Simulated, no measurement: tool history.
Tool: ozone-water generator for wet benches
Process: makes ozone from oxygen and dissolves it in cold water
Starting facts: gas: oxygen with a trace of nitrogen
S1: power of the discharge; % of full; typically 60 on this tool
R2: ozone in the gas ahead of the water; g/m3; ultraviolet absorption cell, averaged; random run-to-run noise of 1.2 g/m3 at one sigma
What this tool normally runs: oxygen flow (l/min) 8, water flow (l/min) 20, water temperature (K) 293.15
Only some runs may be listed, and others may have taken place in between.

Run 1, day 0: usual settings. Result: dissolved ozone (ppm) 22.1, R2 217.4 g/m3.
Run 2, day 1.158: usual settings but water flow (l/min) 13. Result: dissolved ozone (ppm) 28.2, R2 219.5 g/m3.
Run 3, day 2.496: usual settings but water flow (l/min) 29. Result: dissolved ozone (ppm) 17, R2 218.3 g/m3.
Run 4, day 3.258: usual settings but water flow (l/min) 29. Result: dissolved ozone (ppm) 17.2, R2 217.8 g/m3.
Run 5, day 4.8: usual settings but water flow (l/min) 29. Result: dissolved ozone (ppm) 17.2, R2 218.9 g/m3.
Run 6, day 5.592: usual settings but water temperature (K) 292.15. Result: dissolved ozone (ppm) 22.7, R2 219.4 g/m3.
Run 7, day 7.1: usual settings but water temperature (K) 290.15. Result: dissolved ozone (ppm) 23.2, R2 218.2 g/m3.
Run 8, day 7.8: usual settings but S1 59 % of full. Result: dissolved ozone (ppm) 21.8, R2 215.8 g/m3.
Run 9, day 9.379: usual settings but water temperature (K) 301.15. Result: dissolved ozone (ppm) 19.1, R2 219.2 g/m3.
Run 10, day 10.304: usual settings. Result: dissolved ozone (ppm) 22, R2 218.9 g/m3.
Run 11, day 11.358: usual settings but water temperature (K) 296.15. Result: dissolved ozone (ppm) 20.5, R2 219 g/m3.
Run 12, day 12.183: usual settings but S1 84 % of full. Result: dissolved ozone (ppm) 26.6, R2 262.9 g/m3.
Run 13, day 13.604: usual settings but S1 84 % of full. Result: dissolved ozone (ppm) 26.6, R2 264 g/m3.
At day 13.858: contactor cleaned.
Run 14, day 15.188: usual settings but oxygen flow (l/min) 6.08. Result: dissolved ozone (ppm) 23, R2 264 g/m3.
Run 15, day 16.242: usual settings but S1 73 % of full. Result: dissolved ozone (ppm) 24.2, R2 244 g/m3.
Run 16, day 17.542: usual settings. Result: dissolved ozone (ppm) 21.7, R2 215.9 g/m3.
Run 17, day 18.217: usual settings. Result: dissolved ozone (ppm) 21.6, R2 218 g/m3.
Run 18, day 19.067: usual settings but S1 45 % of full, water flow (l/min) 15. Result: dissolved ozone (ppm) 21.9, R2 182.4 g/m3.
Run 19, day 20.392: usual settings but S1 45 % of full, water flow (l/min) 15. Result: dissolved ozone (ppm) 21.7, R2 184.2 g/m3.
Run 20, day 21.367: usual settings but S1 57 % of full, oxygen flow (l/min) 7.31, water flow (l/min) 15. Result: dissolved ozone (ppm) 25.5, R2 223.8 g/m3.
Run 21, day 22.558: usual settings but S1 87 % of full, oxygen flow (l/min) 8.34, water flow (l/min) 16, water temperature (K) 295.15. Result: dissolved ozone (ppm) 28.9, R2 262.5 g/m3.
At day 23.008: contactor cleaned, once more.
Run 22, day 23.846: usual settings but S1 93 % of full, oxygen flow (l/min) 11.72, water flow (l/min) 26. Result: dissolved ozone (ppm) 22.6, R2 217.3 g/m3.
Run 23, day 25.329: usual settings but S1 93 % of full, oxygen flow (l/min) 11.72, water flow (l/min) 26. Result: dissolved ozone (ppm) 22.8, R2 215.5 g/m3.
Run 24, day 26.692: usual settings but S1 92 % of full, oxygen flow (l/min) 13, water flow (l/min) 18, water temperature (K) 297.15. Result: dissolved ozone (ppm) 24.6, R2 202.9 g/m3.
Run 25, day 27.596: usual settings but S1 92 % of full, oxygen flow (l/min) 13, water flow (l/min) 18, water temperature (K) 297.15. Result: dissolved ozone (ppm) 24.1, R2 202.1 g/m3.
Run 26, day 28.646: usual settings but S1 92 % of full, oxygen flow (l/min) 13, water flow (l/min) 18, water temperature (K) 297.15. Result: dissolved ozone (ppm) 24.2, R2 201.1 g/m3.
Run 27, day 30.042: usual settings but oxygen flow (l/min) 12.25, water flow (l/min) 27. Result: dissolved ozone (ppm) 16.9, R2 163 g/m3.
Run 28, day 31.375: usual settings but S1 70 % of full, oxygen flow (l/min) 5.06, water flow (l/min) 23, water temperature (K) 299.15. Result: dissolved ozone (ppm) 22.2, R2 318.5 g/m3.
Run 29, day 32.55: usual settings but S1 45 % of full, oxygen flow (l/min) 4.06, water flow (l/min) 28. Result: dissolved ozone (ppm) 16.1, R2 286.5 g/m3.
Run 30, day 33.238: usual settings but S1 45 % of full, oxygen flow (l/min) 4.06, water flow (l/min) 28. Result: dissolved ozone (ppm) 16.1, R2 286.9 g/m3.
Run 31, day 34.212: usual settings but S1 45 % of full, oxygen flow (l/min) 4.06, water flow (l/min) 28. Result: dissolved ozone (ppm) 16, R2 287.2 g/m3.
Run 32, day 35.642: usual settings but water flow (l/min) 12. Result: dissolved ozone (ppm) 30, R2 215.7 g/m3.
Run 33, day 36.854: usual settings but water flow (l/min) 12. Result: dissolved ozone (ppm) 29.6, R2 218.5 g/m3.

Alternative continuations, all from the tool just after run 33; predict every row:
Run A, day 37.858: usual settings but S1 82 % of full, oxygen flow (l/min) 8.79, water flow (l/min) 18. Result: dissolved ozone (ppm) ?, R2 ?.
Run B, day 37.858: usual settings but S1 76 % of full, oxygen flow (l/min) 6.38, water flow (l/min) 16. Result: dissolved ozone (ppm) ?, R2 ?.
Run C, day 37.858: usual settings but S1 61 % of full, water flow (l/min) 12. Result: dissolved ozone (ppm) ?, R2 ?.

run  dissolved ozone (ppm)     R2
  A                   28.3  243.7
  B                   31.2  286.9
  C                   30.4  218.4
Stripped of hidden state, with their random variation kept, the same runs would have yielded:
run  dissolved ozone (ppm)     R2
  A                   29.5  251.4
  B                   32.4  295.6
  C                   31.5  224.2
